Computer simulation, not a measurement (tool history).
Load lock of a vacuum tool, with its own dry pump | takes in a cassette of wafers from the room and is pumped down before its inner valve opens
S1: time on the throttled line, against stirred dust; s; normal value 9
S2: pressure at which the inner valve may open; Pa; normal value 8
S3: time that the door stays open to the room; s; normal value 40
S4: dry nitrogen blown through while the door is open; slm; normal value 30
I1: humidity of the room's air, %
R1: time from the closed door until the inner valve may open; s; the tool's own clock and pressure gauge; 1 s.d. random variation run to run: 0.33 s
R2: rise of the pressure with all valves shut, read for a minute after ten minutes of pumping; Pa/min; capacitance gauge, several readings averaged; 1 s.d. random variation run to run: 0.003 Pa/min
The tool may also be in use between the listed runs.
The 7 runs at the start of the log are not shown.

Run 8, day 46.354: usual settings; I1 47. Result: R1 24.1 s, R2 0.163 Pa/min.
Run 9, day 51.908: usual settings but S2 11 Pa; I1 42.3. Result: R1 23.4 s, R2 0.161 Pa/min.
Run 10, day 58.021: usual settings but S2 11 Pa; I1 47. Result: R1 23.5 s, R2 0.175 Pa/min.
Run 11, day 62.692: usual settings but S1 17 s; I1 44.2. Result: R1 28.5 s, R2 0.17 Pa/min.
Run 12, day 67.775: usual settings but S1 17 s; I1 51.2. Result: R1 28.6 s, R2 0.18 Pa/min.
Run 13, day 73.896: usual settings but S1 17 s; I1 43.4. Result: R1 29.2 s, R2 0.185 Pa/min.
Run 14, day 78.058: usual settings but S1 17 s, S4 15 slm; I1 48.1. Result: R1 29.6 s, R2 0.205 Pa/min.
Run 15, day 82.958: usual settings but S1 17 s, S4 15 slm; I1 43.5. Result: R1 29.1 s, R2 0.211 Pa/min.
Run 16, day 88.521: usual settings but S1 17 s, S4 15 slm; I1 43.7. Result: R1 29.2 s, R2 0.211 Pa/min.
Run 17, day 94.312: usual settings but S1 17 s, S4 8 slm; I1 48.6. Result: R1 28.8 s, R2 0.231 Pa/min.
Run 18, day 99.029: usual settings but S1 17 s, S2 12 Pa, S3 34 s, S4 43 slm; I1 43.9. Result: R1 28.8 s, R2 0.212 Pa/min.
Run 19, day 107.5: usual settings but S1 17 s, S2 12 Pa, S3 34 s, S4 14 slm; I1 42.4. Result: R1 28 s, R2 0.236 Pa/min.
Run 20, day 111.958: usual settings but S1 13 s, S2 12 Pa, S3 45 s, S4 8 slm; I1 47.7. Result: R1 25.9 s, R2 0.266 Pa/min.
Run 21, day 118.188: usual settings but S3 32 s; I1 41.6. Result: R1 23.7 s, R2 0.236 Pa/min.
Run 22, day 123.817: usual settings but S3 32 s; I1 45.8. Result: R1 23.8 s, R2 0.247 Pa/min.
Run 23, day 131.133: usual settings but S1 6 s, S2 11 Pa, S3 38 s; I1 45.4. Result: R1 22 s, R2 0.263 Pa/min.
Run 24, day 138.738: usual settings but S1 6 s, S2 11 Pa, S3 138 s, S4 5 slm; I1 49.2. Result: R1 21.2 s, R2 0.349 Pa/min.
Run 25, day 146.929: usual settings but S1 6 s, S2 11 Pa, S3 138 s, S4 5 slm; I1 46.3. Result: R1 21.1 s, R2 0.352 Pa/min.
Run 26, day 152.854: usual settings but S1 6 s, S2 16 Pa, S3 187 s, S4 8 slm; I1 44. Result: R1 20.5 s, R2 0.348 Pa/min.
Run 27, day 157.696: usual settings but S1 6 s, S3 187 s, S4 12 slm; I1 46.9. Result: R1 21.4 s, R2 0.347 Pa/min.
Run 28, day 164.321: usual settings but S1 12 s, S2 11 Pa, S3 52 s; I1 44.1. Result: R1 25.9 s, R2 0.31 Pa/min.
Run 29, day 170.104: usual settings but S1 12 s, S2 11 Pa, S3 52 s; I1 43.3. Result: R1 25 s, R2 0.316 Pa/min.
Run 30, day 175.8: usual settings but S1 12 s, S2 11 Pa, S3 52 s; I1 41.4. Result: R1 25.8 s, R2 0.328 Pa/min.
Run 31, day 183.767: usual settings but S1 14 s, S2 7 Pa, S3 57 s, S4 4 slm; I1 45.3. Result: R1 27.5 s, R2 0.383 Pa/min.

Predict the results of run 32:
Run 32, day 192.008: usual settings but S1 14 s, S2 7 Pa, S3 57 s, S4 4 slm; I1 45.3. Result: R1 ?, R2 ?.

{"run 32": {"R1": 27.9, "R2": 0.392}}
Minus the tool's unlogged condition, the same run would have read R1 27 s, R2 0.066 Pa/min.

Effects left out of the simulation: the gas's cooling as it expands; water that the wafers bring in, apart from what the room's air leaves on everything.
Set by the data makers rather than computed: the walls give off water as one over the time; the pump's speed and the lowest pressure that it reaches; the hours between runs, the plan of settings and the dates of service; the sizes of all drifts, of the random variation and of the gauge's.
